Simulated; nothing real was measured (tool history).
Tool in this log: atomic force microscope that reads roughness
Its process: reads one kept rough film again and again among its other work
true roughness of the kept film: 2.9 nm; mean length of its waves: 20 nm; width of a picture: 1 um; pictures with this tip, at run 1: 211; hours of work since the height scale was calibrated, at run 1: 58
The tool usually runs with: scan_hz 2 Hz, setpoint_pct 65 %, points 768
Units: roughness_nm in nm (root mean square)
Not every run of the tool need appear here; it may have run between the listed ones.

run   hour  scan_hz  setpoint_pct  points  pictures with this tip  hours of work since the height scale was calibrated  roughness_nm
  1      0        2            65     768                     211                                                   58         1.311
      13.6  -- new tip fitted
  2   14.2        2            65     768                       1                                                   65         2.104
  3     27        2            65     768                      16                                                   72         2.023
  4   41.5        2            65     768                      33                                                   81         1.915
  5   58.5        2            65     768                      54                                                   90         1.811
  6   75.3        2            65     768                      74                                                   99         1.721
  7   88.9        2            65     768                      90                                                  107         1.661
  8  105.9        2            65     768                     110                                                  116         1.575
  9  121.4        2            65     768                     129                                                  125         1.509
 10  136.4     1.71            65     768                     147                                                  133         1.457
 11  144.7     0.56            65     768                     157                                                  138         1.484
 12  158.6     0.56            65     768                     173                                                  146         1.413
 13  173.6     0.56            65     768                     191                                                  154         1.375
 14  185.7     0.56            65     768                     206                                                  161         1.333
 15  201.2     1.04            61     925                     224                                                  170         1.287
     202.7  -- new tip fitted
 16  214.3     1.04            61     925                      13                                                  177         2.107
 17  231.6     2.15            65     868                      34                                                  186         1.911
 18  243.7     2.15            65     868                      49                                                  193         1.832
 19  258.2        2            65     277                      66                                                  201         1.695
 20  273.6        2            73     260                      84                                                  210         1.572
 21  285.1     0.94            73     599                      98                                                  216         1.639
 22  294.4     1.46            73     707                     109                                                  221          1.56
 23  304.1     1.49            72     547                     121                                                  227         1.504
 24  313.8     1.49            72     547                     133                                                  232         1.471
 25  330.1     0.93            86    1020                     152                                                  241         1.402
 26  343.1     0.93            86    1020                     168                                                  248          1.36
 27  352.2     0.93            86    1020                     178                                                  253         1.327

Consider 4 possible next runs. They are alternatives, not a sequence: every one starts from the tool as it was left by run 27. What does each give?
  A  368.5     1.05            65     420                     198                                                  262             ?
  B  368.5        2            61     386                     198                                                  262             ?
  C  368.5     0.65            65    1022                     198                                                  262             ?
  D  368.5        2            75     289                     198                                                  262             ?

run  roughness_nm
  A         1.336
  B         1.312
  C         1.353
  D         1.218
Take away the tool's hidden state, keep each run's random variation, and the runs would have read:
run  roughness_nm
  A          2.17
  B         2.131
  C         2.202
  D         1.982

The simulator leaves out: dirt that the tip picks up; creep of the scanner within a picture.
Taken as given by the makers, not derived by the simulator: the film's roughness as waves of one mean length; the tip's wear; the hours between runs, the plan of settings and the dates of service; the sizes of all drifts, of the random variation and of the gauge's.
